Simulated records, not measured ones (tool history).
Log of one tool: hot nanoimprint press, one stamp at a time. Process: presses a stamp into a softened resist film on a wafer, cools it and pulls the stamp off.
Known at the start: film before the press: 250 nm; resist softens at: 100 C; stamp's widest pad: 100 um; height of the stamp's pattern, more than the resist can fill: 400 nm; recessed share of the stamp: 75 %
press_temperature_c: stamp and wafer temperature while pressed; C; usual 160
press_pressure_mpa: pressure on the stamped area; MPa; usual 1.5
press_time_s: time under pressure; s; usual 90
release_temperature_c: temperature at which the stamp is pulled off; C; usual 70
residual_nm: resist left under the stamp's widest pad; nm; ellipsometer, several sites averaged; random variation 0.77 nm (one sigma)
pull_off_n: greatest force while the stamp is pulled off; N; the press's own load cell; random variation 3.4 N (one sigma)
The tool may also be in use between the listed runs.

run	hour	press_temperature_c	press_pressure_mpa	press_time_s	release_temperature_c	residual_nm	pull_off_n
1	0	160	1.5	90	70	103	198
2	13.8	160	1.5	90	70	103	197
3	25.7	160	1.5	90	70	102.2	201
4	41.7	148	1.5	90	70	193.5	196
5	57	148	1.5	90	70	192.1	198
6	66.2	148	1.5	90	70	193.9	202
7	77.1	148	1.5	90	70	190.8	198
8	91.8	160	1.5	126	70	90.3	195
9	109.4	160	1.82	90	70	93.6	200
10	124.2	160	1.5	90	70	103.7	196
11	135.5	159	1.5	90	70	108.6	204
12	153.1	160	1.08	90	70	118.9	203
13	164.1	151	1.5	90	70	169.5	194
14	175.3	151	1.5	90	70	168.2	195
15	185	154	1.58	90	70	142.8	202
16	192.6	154	1.58	90	70	141.3	202
# hour 209.2: stamp cleaned and given a new release coat
17	214.4	160	1.5	90	62	103	231
18	229.1	168	2.14	90	70	53.5	198
19	244.5	168	2.14	90	70	53.4	199
20	252.2	168	2.14	90	70	52.8	199
21	264	168	2.14	90	70	53.7	204
22	278.4	171	1.22	104	70	55.2	196
23	291.3	171	1.22	104	62	57.7	236
24	303.5	171	1.31	104	64	55.4	225

Forecast each of these 3 alternatives for the next run:
A	311.1	171	1.31	104	70	?	?
B	311.1	171	1.05	104	72	?	?
C	311.1	161	1.79	90	62	?	?

run	residual_nm	pull_off_n
A	55	199
B	60.6	187
C	88.6	230
Without the tool's hidden state the same runs would have given:
run	residual_nm	pull_off_n
A	54.9	199
B	60.5	187
C	88.4	230

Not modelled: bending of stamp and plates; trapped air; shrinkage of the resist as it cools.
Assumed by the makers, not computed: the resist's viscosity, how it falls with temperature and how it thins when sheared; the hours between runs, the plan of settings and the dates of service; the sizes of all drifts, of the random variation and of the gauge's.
